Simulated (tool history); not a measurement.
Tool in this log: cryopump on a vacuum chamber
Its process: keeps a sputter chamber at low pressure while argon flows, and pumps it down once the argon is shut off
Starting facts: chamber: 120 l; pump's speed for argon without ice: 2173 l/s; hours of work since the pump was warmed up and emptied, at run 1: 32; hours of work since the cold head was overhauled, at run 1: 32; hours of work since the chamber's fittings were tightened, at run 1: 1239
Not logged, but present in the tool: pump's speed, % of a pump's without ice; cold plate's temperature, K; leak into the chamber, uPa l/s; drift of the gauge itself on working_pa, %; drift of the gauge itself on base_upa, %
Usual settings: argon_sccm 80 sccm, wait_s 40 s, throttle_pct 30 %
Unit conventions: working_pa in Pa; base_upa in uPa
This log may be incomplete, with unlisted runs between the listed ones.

run     day  argon_sccm  wait_s  throttle_pct  hours of work since the pump was warmed up and emptied  hours of work since the cold head was overhauled  hours of work since the chamber's fittings were tightened  working_pa  base_upa
  1       0          80      40            30                                                      32                                                32                                                       1239      0.2091      1.77
  2   0.867          80      40            30                                                      45                                                45                                                       1253      0.2084      1.74
  3   1.925          80      25            30                                                      62                                                62                                                       1270      0.2093      2.58
  4   2.992         107      40            30                                                      79                                                79                                                       1287      0.2801      1.81
  5   3.971          71      40            30                                                      95                                                95                                                       1302      0.1856      1.82
  6   4.933          71      40            36                                                     110                                               110                                                       1318      0.1556      1.87
  7   5.792          80      40            30                                                     124                                               124                                                       1331      0.2102      1.84
  8   6.858          80      40            30                                                     141                                               141                                                       1348       0.211      1.78
  9   7.771          80      40            30                                                     155                                               155                                                       1363      0.2109       1.8
 10     8.6          80      40            30                                                     168                                               168                                                       1376      0.2106      1.81
 11   9.512          80      40            30                                                     183                                               183                                                       1390      0.2103      1.83
 12  10.675          80      40            30                                                     201                                               201                                                       1409      0.2115      1.88
 13  11.475          44     168            41                                                     214                                               214                                                       1422      0.0856       0.9
 14  12.021         155      93            51                                                     223                                               223                                                       1430      0.2451      1.14
 15  13.171         155      93            51                                                     241                                               241                                                       1449      0.2441      1.22
 16   13.95         155      93            27                                                     253                                               253                                                       1461       0.454      1.17
 17  14.567          80      53            53                                                     263                                               263                                                       1471      0.1223      1.62

The next listed run, before its measurement:
 18  15.167          80      53            53                                                     273                                               273                                                       1480           ?         ?

working_pa: 0.1228 Pa
base_upa: 1.56 uPa
If the tool had no hidden condition, the same run with the same run-to-run variation would have returned working_pa 0.1177 Pa, base_upa 1.01 uPa.

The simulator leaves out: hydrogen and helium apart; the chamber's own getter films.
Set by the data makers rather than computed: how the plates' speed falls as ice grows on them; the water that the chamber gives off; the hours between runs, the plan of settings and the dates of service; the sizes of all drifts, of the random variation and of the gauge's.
